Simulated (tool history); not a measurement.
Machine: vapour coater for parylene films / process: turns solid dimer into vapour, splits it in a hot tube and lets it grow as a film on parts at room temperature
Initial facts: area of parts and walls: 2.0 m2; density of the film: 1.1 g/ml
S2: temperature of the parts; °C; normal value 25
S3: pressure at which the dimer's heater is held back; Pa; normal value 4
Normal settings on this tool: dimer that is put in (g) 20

Run 1, hour 0: usual settings. Result: thickness of the film (um) 5.37.
Run 2, hour 15.7: usual settings. Result: thickness of the film (um) 5.28.
Run 3, hour 32.4: usual settings. Result: thickness of the film (um) 5.24.
Run 4, hour 54.7: usual settings. Result: thickness of the film (um) 5.26.
Run 5, hour 84.3: usual settings. Result: thickness of the film (um) 5.2.
Run 6, hour 104.7: usual settings. Result: thickness of the film (um) 5.24.
Run 7, hour 120.2: usual settings. Result: thickness of the film (um) 5.22.
Run 8, hour 140.9: usual settings. Result: thickness of the film (um) 5.24.
Run 9, hour 158.9: usual settings. Result: thickness of the film (um) 5.25.
Run 10, hour 188.7: usual settings. Result: thickness of the film (um) 5.24.
Run 11, hour 212.1: usual settings. Result: thickness of the film (um) 5.17.
Run 12, hour 246: usual settings. Result: thickness of the film (um) 5.12.
Run 13, hour 260.5: usual settings. Result: thickness of the film (um) 5.2.
Run 14, hour 289.2: usual settings but dimer that is put in (g) 8. Result: thickness of the film (um) 2.08.
Run 15, hour 310.9: usual settings but dimer that is put in (g) 8. Result: thickness of the film (um) 2.1.
Run 16, hour 327.8: usual settings but dimer that is put in (g) 8. Result: thickness of the film (um) 2.07.
Run 17, hour 343.5: usual settings but dimer that is put in (g) 8. Result: thickness of the film (um) 2.05.
Run 18, hour 361.4: usual settings but S2 19 °C. Result: thickness of the film (um) 5.86.
Run 19, hour 381.8: usual settings but S2 26 °C. Result: thickness of the film (um) 5.08.
Run 20, hour 410.7: usual settings but S2 26 °C. Result: thickness of the film (um) 4.9.
Run 21, hour 433: usual settings but S3 2.61 Pa. Result: thickness of the film (um) 5.25.
Run 22, hour 465.7: usual settings but S3 2.61 Pa. Result: thickness of the film (um) 5.23.
At hour 480.9: trap's valve overhauled.
Run 23, hour 490.2: usual settings but S3 2.61 Pa. Result: thickness of the film (um) 5.74.
Run 24, hour 519.3: usual settings but S3 2.61 Pa. Result: thickness of the film (um) 5.78.
Run 25, hour 547.7: usual settings but dimer that is put in (g) 22, S2 28 °C, S3 3.51 Pa. Result: thickness of the film (um) 5.72.
Run 26, hour 561.5: usual settings but dimer that is put in (g) 22, S2 28 °C, S3 3.51 Pa. Result: thickness of the film (um) 5.68.
Run 27, hour 594: usual settings but dimer that is put in (g) 22, S2 28 °C, S3 3.51 Pa. Result: thickness of the film (um) 5.76.
Run 28, hour 626.5: usual settings but dimer that is put in (g) 18, S2 18 °C, S3 10.29 Pa. Result: thickness of the film (um) 5.33.
Run 29, hour 659.1: usual settings but dimer that is put in (g) 8, S3 4.59 Pa. Result: thickness of the film (um) 2.2.
Run 30, hour 684.6: usual settings but dimer that is put in (g) 11, S3 2.1 Pa. Result: thickness of the film (um) 3.15.
Run 31, hour 718.5: usual settings but dimer that is put in (g) 9, S3 8.05 Pa. Result: thickness of the film (um) 2.3.
Run 32, hour 737.1: usual settings but S2 24 °C, S3 3.71 Pa. Result: thickness of the film (um) 5.58.
Run 33, hour 753.7: usual settings but dimer that is put in (g) 11, S2 18 °C, S3 10.83 Pa. Result: thickness of the film (um) 3.19.
Run 34, hour 784.7: usual settings but dimer that is put in (g) 11, S2 18 °C, S3 4.69 Pa. Result: thickness of the film (um) 3.42.
Run 35, hour 815.3: usual settings but dimer that is put in (g) 11, S2 20 °C, S3 7.28 Pa. Result: thickness of the film (um) 3.24.
Run 36, hour 836.4: usual settings but dimer that is put in (g) 10, S2 34 °C. Result: thickness of the film (um) 2.21.
Run 37, hour 860.8: usual settings but dimer that is put in (g) 14, S2 23 °C, S3 5.11 Pa. Result: thickness of the film (um) 3.87.
Run 38, hour 883.8: usual settings but dimer that is put in (g) 14, S2 23 °C, S3 5.11 Pa. Result: thickness of the film (um) 3.83.
Run 39, hour 903.7: usual settings but dimer that is put in (g) 14, S2 17 °C, S3 10.72 Pa. Result: thickness of the film (um) 4.15.
Run 40, hour 919.5: usual settings but S2 36 °C. Result: thickness of the film (um) 4.14.
Run 41, hour 946.5: usual settings but S2 36 °C. Result: thickness of the film (um) 4.13.
Run 42, hour 961.2: usual settings but dimer that is put in (g) 8, S3 7.71 Pa. Result: thickness of the film (um) 2.
Run 43, hour 985.6: usual settings but dimer that is put in (g) 17, S3 5.8 Pa. Result: thickness of the film (um) 4.4.
Run 44, hour 1006.5: usual settings but dimer that is put in (g) 16, S3 9.63 Pa. Result: thickness of the film (um) 3.9.
Run 45, hour 1032.7: usual settings but dimer that is put in (g) 16, S3 9.63 Pa. Result: thickness of the film (um) 3.91.
Run 46, hour 1049.4: usual settings but dimer that is put in (g) 16, S3 9.63 Pa. Result: thickness of the film (um) 3.86.

Pick out some run-to-run changes in thickness of the film (um). Of each, how much would a tool without hidden state show as well, from the settings, what came in and chance, and how much is left for the hidden state and any gauge scatter not in both results compared?
What the log doesn't record here: vapour lost through the trap's worn valve, %; true temperature of the parts over the reading, C; drift of the gauge itself on film_um, %.
Run 13 -> 14: dimer that is put in (g) 20 -> 8. thickness of the film (um) -3.12: hidden state +0.23, all else -3.35.
Run 17 -> 18: dimer that is put in (g) 8 -> 20, S2 25 -> 19. thickness of the film (um) +3.81: hidden state -0.34, all else +4.15.
Run 22 -> 23: trap's valve overhauled. thickness of the film (um) +0.51: hidden state +0.53, all else -0.02.
Run 28 -> 29: dimer that is put in (g) 18 -> 8, S2 18 -> 25, S3 10.29 -> 4.59. thickness of the film (um) -3.13: hidden state +0.04, all else -3.17.
Run 31 -> 32: dimer that is put in (g) 9 -> 20, S2 25 -> 24, S3 8.05 -> 3.71. thickness of the film (um) +3.28: hidden state -0.08, all else +3.36.
